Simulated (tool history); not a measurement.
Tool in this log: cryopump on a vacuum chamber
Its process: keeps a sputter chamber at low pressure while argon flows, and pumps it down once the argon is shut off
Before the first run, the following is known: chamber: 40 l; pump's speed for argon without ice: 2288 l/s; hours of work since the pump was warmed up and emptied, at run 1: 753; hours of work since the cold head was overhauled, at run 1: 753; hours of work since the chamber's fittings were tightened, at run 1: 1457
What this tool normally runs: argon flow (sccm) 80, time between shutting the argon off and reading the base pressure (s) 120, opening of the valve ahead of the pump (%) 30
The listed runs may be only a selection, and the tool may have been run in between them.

run    hour  argon flow (sccm)  time between shutting the argon off and reading the base pressure (s)  opening of the valve ahead of the pump (%)  hours of work since the pump was warmed up and emptied  hours of work since the cold head was overhauled  hours of work since the chamber's fittings were tightened  pressure while argon flows (Pa)  pressure after the wait (uPa)
  1       0                 80                                                                    120                                          30                                                     753                                               753                                                       1457                           0.2142                           0.94
  2    45.5                 80                                                                    120                                          18                                                     778                                               778                                                       1482                           0.3461                           0.93
  3      86                 80                                                                    120                                          18                                                     800                                               800                                                       1504                           0.3459                           0.93
  4   142.5                 80                                                                    120                                          18                                                     830                                               830                                                       1534                           0.3464                            0.9
  5   199.4                 80                                                                    120                                          30                                                     861                                               861                                                       1565                           0.2167                           0.96
  6   232.3                 80                                                                    120                                          30                                                     879                                               879                                                       1583                           0.2173                           0.97
  7   289.3                 80                                                                    120                                          30                                                     910                                               910                                                       1614                           0.2181                           0.96
  8   328.2                 80                                                                    120                                          30                                                     931                                               931                                                       1635                           0.2182                              1
  9   377.6                 80                                                                    120                                          30                                                     957                                               957                                                       1662                             0.22                              1
 10   427.3                 80                                                                    120                                          30                                                     984                                               984                                                       1688                           0.2185                           1.01
 11   457.4                 80                                                                    120                                          30                                                    1001                                              1001                                                       1705                           0.2216                           1.03
      467.8  -- pump warmed up, emptied and cooled again
 12     509                 80                                                                    120                                          30                                                      22                                              1026                                                       1730                           0.1972                            0.8
 13   554.3                 80                                                                    120                                          30                                                      47                                              1050                                                       1754                           0.1993                           0.85
 14   585.5                 80                                                                    214                                          30                                                      64                                              1067                                                       1771                            0.199                           0.73
 15     625                 80                                                                    120                                          30                                                      85                                              1089                                                       1793                           0.1988                           0.87
 16   668.3                 80                                                                    120                                          30                                                     108                                              1112                                                       1816                           0.2018                           0.85
 17   713.8                 68                                                                     22                                          30                                                     133                                              1137                                                       1841                           0.1695                           1.89
 18   759.6                 74                                                                    135                                          39                                                     158                                              1161                                                       1865                            0.143                           0.88
 19     819                 74                                                                    135                                          39                                                     190                                              1193                                                       1898                           0.1447                           0.86
 20   843.9                 74                                                                    135                                          39                                                     203                                              1207                                                       1911                           0.1431                            0.9
 21     887                 74                                                                    189                                          35                                                     227                                              1230                                                       1934                           0.1598                           0.85
 22   914.9                 82                                                                    215                                          26                                                     242                                              1245                                                       1949                            0.239                           0.83
 23   975.3                 57                                                                     97                                          48                                                     275                                              1278                                                       1982                           0.0921                           1.02
 24    1019                 54                                                                    221                                          43                                                     298                                              1302                                                       2006                           0.0975                           0.84
 25  1075.3                 54                                                                    221                                          25                                                     329                                              1332                                                       2036                           0.1626                            0.9
 26  1122.7                 54                                                                    221                                          25                                                     354                                              1358                                                       2062                           0.1634                           0.88
 27  1183.7                 54                                                                    221                                          25                                                     387                                              1391                                                       2095                           0.1653                            0.9
 28  1215.6                148                                                                    197                                          25                                                     405                                              1408                                                       2112                           0.4541                            0.9
 29    1270                148                                                                    197                                          25                                                     434                                              1437                                                       2142                           0.4549                           0.92

What if the next run were any one of these 5? Each begins from the tool's condition after run 29:
  A  1310.5                 44                                                                     41                                          19                                                     456                                              1459                                                       2164                                ?                              ?
  B  1310.5                 80                                                                    122                                          20                                                     456                                              1459                                                       2164                                ?                              ?
  C  1310.5                148                                                                    103                                          44                                                     456                                              1459                                                       2164                                ?                              ?
  D  1310.5                 87                                                                    120                                          44                                                     456                                              1459                                                       2164                                ?                              ?
  E  1310.5                 73                                                                     26                                          31                                                     456                                              1459                                                       2164                                ?                              ?

run  pressure while argon flows (Pa)  pressure after the wait (uPa)
  A                           0.1765                           1.47
  B                            0.303                           1.03
  C                           0.2655                           1.09
  D                           0.1567                           1.02
  E                           0.1834                           1.84
Take away the tool's hidden state, keep each run's random variation, and the runs would have read:
run  pressure while argon flows (Pa)  pressure after the wait (uPa)
  A                           0.1714                           0.79
  B                           0.2936                           0.38
  C                           0.2483                           0.43
  D                           0.1465                           0.35
  E                           0.1749                           1.18
